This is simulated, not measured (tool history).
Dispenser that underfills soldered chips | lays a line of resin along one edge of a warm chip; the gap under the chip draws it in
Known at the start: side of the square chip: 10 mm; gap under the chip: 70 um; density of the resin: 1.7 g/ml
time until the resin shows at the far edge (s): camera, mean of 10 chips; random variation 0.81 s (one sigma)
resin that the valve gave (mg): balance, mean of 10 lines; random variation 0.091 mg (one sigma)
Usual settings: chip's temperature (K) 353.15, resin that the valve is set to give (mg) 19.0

| run | day | chip's temperature (K) | resin that the valve is set to give (mg) | time until the resin shows at the far edge (s) | resin that the valve gave (mg) |
|---|---|---|---|---|---|
| 1 | 0.000 | 353.15 | 19.0 | 92.0 | 18.84 |
|  | 0.117 | new syringe of resin |
| 2 | 0.154 | 353.15 | 19.0 | 75.4 | 18.66 |
| 3 | 0.400 | 353.15 | 19.0 | 87.5 | 18.63 |
| 4 | 0.517 | 353.15 | 20.2 | 93.7 | 19.89 |
|  | 0.621 | new syringe of resin |
| 5 | 0.667 | 353.15 | 20.2 | 75.1 | 19.81 |
| 6 | 0.888 | 353.15 | 20.2 | 86.7 | 19.87 |
|  | 1.138 | new syringe of resin |
| 7 | 1.150 | 353.15 | 20.2 | 72.6 | 19.70 |
| 8 | 1.308 | 353.15 | 20.2 | 81.3 | 19.67 |
| 9 | 1.567 | 353.15 | 20.2 | 95.3 | 19.65 |
|  | 1.662 | new syringe of resin |
| 10 | 1.779 | 364.15 | 20.2 | 49.8 | 19.41 |
| 11 | 1.983 | 364.15 | 20.2 | 56.6 | 19.54 |
|  | 2.167 | new syringe of resin |
| 12 | 2.204 | 364.15 | 20.2 | 47.4 | 19.44 |
| 13 | 2.350 | 359.15 | 19.0 | 64.0 | 18.20 |
| 14 | 2.517 | 359.15 | 19.0 | 71.2 | 18.09 |
|  | 2.675 | new syringe of resin |
| 15 | 2.779 | 353.15 | 17.4 | 78.4 | 16.52 |
| 16 | 2.979 | 353.15 | 17.4 | 92.4 | 16.59 |
| 17 | 3.138 | 353.15 | 17.4 | 99.0 | 16.43 |
|  | 3.192 | new syringe of resin |
| 18 | 3.400 | 353.15 | 17.4 | 84.7 | 16.33 |
| 19 | 3.646 | 368.15 | 21.4 | 50.4 | 20.26 |
|  | 3.704 | new syringe of resin |
|  | 3.771 | dispensing valve cleaned and set on the balance |
| 20 | 3.875 | 343.15 | 21.4 | 123.6 | 21.35 |
| 21 | 4.088 | 354.15 | 19.0 | 87.1 | 18.99 |
| 22 | 4.204 | 357.15 | 21.5 | 82.5 | 21.52 |
|  | 4.262 | new syringe of resin |
| 23 | 4.438 | 352.15 | 20.9 | 81.4 | 20.65 |
| 24 | 4.596 | 352.15 | 20.9 | 90.1 | 20.44 |
|  | 4.771 | new syringe of resin |
| 25 | 4.846 | 341.15 | 20.9 | 135.1 | 20.73 |
| 26 | 5.071 | 341.15 | 23.4 | 149.0 | 22.99 |
| 27 | 5.238 | 368.15 | 19.0 | 54.2 | 18.72 |
|  | 5.292 | new syringe of resin |
| 28 | 5.442 | 354.15 | 17.6 | 77.9 | 17.18 |
| 29 | 5.704 | 354.15 | 17.6 | 90.5 | 17.14 |
|  | 5.804 | new syringe of resin |
| 30 | 5.933 | 354.15 | 17.6 | 80.3 | 17.13 |
| 31 | 6.162 | 354.15 | 17.6 | 90.5 | 17.01 |
| 32 | 6.292 | 348.15 | 23.7 | 123.8 | 22.98 |
|  | 6.325 | new syringe of resin |
| 33 | 6.492 | 348.15 | 23.7 | 96.2 | 22.85 |
| 34 | 6.733 | 355.15 | 17.0 | 86.0 | 16.21 |
|  | 6.833 | new syringe of resin |
| 35 | 6.908 | 360.15 | 16.2 | 57.8 | 15.50 |
| 36 | 7.058 | 360.15 | 16.2 | 62.8 | 15.41 |

Measured less the same run without the tool's hidden state. The same run-to-run variation is in both; the gauge's scatter may not be:
The hidden state here: resin's viscosity, % of fresh resin's; dose that the valve gives, % of what is set; true chip temperature over the reading, C; drift of the gauge itself on fill_s, %; drift of the gauge itself on given_mg, %.
| run | time until the resin shows at the far edge (s) | resin that the valve gave (mg) |
|---|---|---|
| 1 | +18.1 | -0.17 |
| 2 | +0.7 | -0.20 |
| 3 | +12.9 | -0.27 |
| 4 | +19.2 | -0.32 |
| 5 | +0.9 | -0.36 |
| 6 | +12.0 | -0.41 |
| 7 | -0.9 | -0.49 |
| 8 | +6.7 | -0.53 |
| 9 | +20.5 | -0.61 |
| 10 | +3.1 | -0.66 |
| 11 | +9.7 | -0.72 |
| 12 | +0.4 | -0.78 |
| 13 | +6.0 | -0.77 |
| 14 | +12.8 | -0.81 |
| 15 | +4.4 | -0.80 |
| 16 | +15.2 | -0.85 |
| 17 | +23.9 | -0.89 |
| 18 | +8.4 | -0.94 |
| 19 | +11.2 | -1.24 |
| 20 | +8.1 | -0.06 |
| 21 | +15.8 | -0.11 |
| 22 | +19.4 | -0.16 |
| 23 | +4.8 | -0.22 |
| 24 | +13.1 | -0.26 |
| 25 | +5.3 | -0.33 |
| 26 | +24.1 | -0.44 |
| 27 | +13.2 | -0.41 |
| 28 | +5.2 | -0.42 |
| 29 | +18.4 | -0.48 |
| 30 | +7.1 | -0.54 |
| 31 | +18.9 | -0.58 |
| 32 | +32.5 | -0.82 |
| 33 | +3.8 | -0.88 |
| 34 | +15.3 | -0.68 |
| 35 | +1.2 | -0.69 |
| 36 | +6.7 | -0.72 |

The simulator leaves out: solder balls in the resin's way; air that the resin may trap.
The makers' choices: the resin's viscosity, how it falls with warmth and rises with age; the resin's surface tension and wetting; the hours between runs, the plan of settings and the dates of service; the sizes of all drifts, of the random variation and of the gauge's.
